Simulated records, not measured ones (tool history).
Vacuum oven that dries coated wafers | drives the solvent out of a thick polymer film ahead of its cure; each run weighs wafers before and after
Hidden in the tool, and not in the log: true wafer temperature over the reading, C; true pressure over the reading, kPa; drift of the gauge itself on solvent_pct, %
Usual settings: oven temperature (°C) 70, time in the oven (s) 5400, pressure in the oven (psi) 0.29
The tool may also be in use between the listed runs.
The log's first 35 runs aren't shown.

run,hour,oven temperature (°C),time in the oven (s),pressure in the oven (psi),hours of work since the thermocouples were calibrated,hours of work since the vacuum gauge was cleaned of residue,solvent left in the film (%)
36,516.4,70,5520,0.615,478,506,9.52
37,533.1,70,5700,0.191,490,517,5.81
38,554.6,70,5700,0.191,504,532,5.88
39,567.4,70,5700,0.191,513,540,5.88
40,579.6,60,7680,0.29,521,549,8.93
41,590.7,60,7680,0.29,529,556,9.18
42,603.7,60,7680,0.29,538,565,8.84
43,623.1,58,3900,0.502,551,578,14.47
44,635.3,63,3000,0.885,559,586,16.56
45,648.9,63,3000,0.885,568,596,16.19
46,671,63,4920,0.283,583,611,9.67
47,689,59,3420,0.985,595,623,18.53

4 ways to go on from here, each from the tool as it stands after run 47. What would each give?
A,705.7,65,5400,0.229,607,634,?
B,705.7,78,3000,0.363,607,634,?
C,705.7,70,3420,0.985,607,634,?
D,705.7,80,5400,0.29,607,634,?

run,solvent left in the film (%)
A,8.03
B,7.81
C,14.23
D,4.08
Without the tool's hidden state the same runs would have given:
run,solvent left in the film (%)
A,8.02
B,7.79
C,14.21
D,4.07
